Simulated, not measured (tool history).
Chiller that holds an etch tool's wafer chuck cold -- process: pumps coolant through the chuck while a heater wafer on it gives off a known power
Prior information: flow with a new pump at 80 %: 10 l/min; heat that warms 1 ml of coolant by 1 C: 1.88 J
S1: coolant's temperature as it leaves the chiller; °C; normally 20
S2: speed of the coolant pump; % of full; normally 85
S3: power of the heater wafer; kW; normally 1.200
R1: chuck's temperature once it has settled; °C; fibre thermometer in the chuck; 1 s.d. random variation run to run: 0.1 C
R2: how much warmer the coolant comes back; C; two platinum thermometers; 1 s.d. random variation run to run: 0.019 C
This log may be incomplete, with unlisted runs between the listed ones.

run	day	S1	S2	S3	R1	R2
1	0.000	20	85	1.200	28.6	3.61
2	4.579	20	85	1.200	28.8	3.60
3	7.208	20	85	1.200	28.6	3.62
4	9.333	23	85	1.200	31.6	3.60
5	13.908	23	85	1.200	31.8	3.64
6	16.188	23	85	1.200	31.8	3.66
7	19.412	20	85	1.283	29.5	3.87
8	21.438	20	70	1.283	31.0	4.72
9	26.150	16	85	1.200	25.0	3.63
10	29.208	21	83	0.636	25.8	1.99
11	33.367	16	83	0.636	20.7	1.98
12	35.608	16	83	0.636	20.7	1.99
13	40.108	24	62	0.716	30.8	2.96
14	43.933	12	62	0.729	19.0	3.02
15	45.904	12	64	1.290	24.1	5.22
16	49.683	20	85	0.669	25.1	2.07
17	54.067	20	85	0.669	24.9	2.07

4 ways to go on from here, each from the tool as it stands after run 17. What would each give?
A	56.733	14	91	0.773	?	?
B	56.733	14	90	1.507	?	?
C	56.733	29	83	1.105	?	?
D	56.733	20	85	1.379	?	?

run	R1	R2
A	19.4	2.25
B	25.3	4.40
C	37.6	3.47
D	30.7	4.26
With no hidden state in the tool, these same runs would have given:
run	R1	R2
A	19.1	2.20
B	24.2	4.30
C	36.9	3.39
D	29.8	4.16

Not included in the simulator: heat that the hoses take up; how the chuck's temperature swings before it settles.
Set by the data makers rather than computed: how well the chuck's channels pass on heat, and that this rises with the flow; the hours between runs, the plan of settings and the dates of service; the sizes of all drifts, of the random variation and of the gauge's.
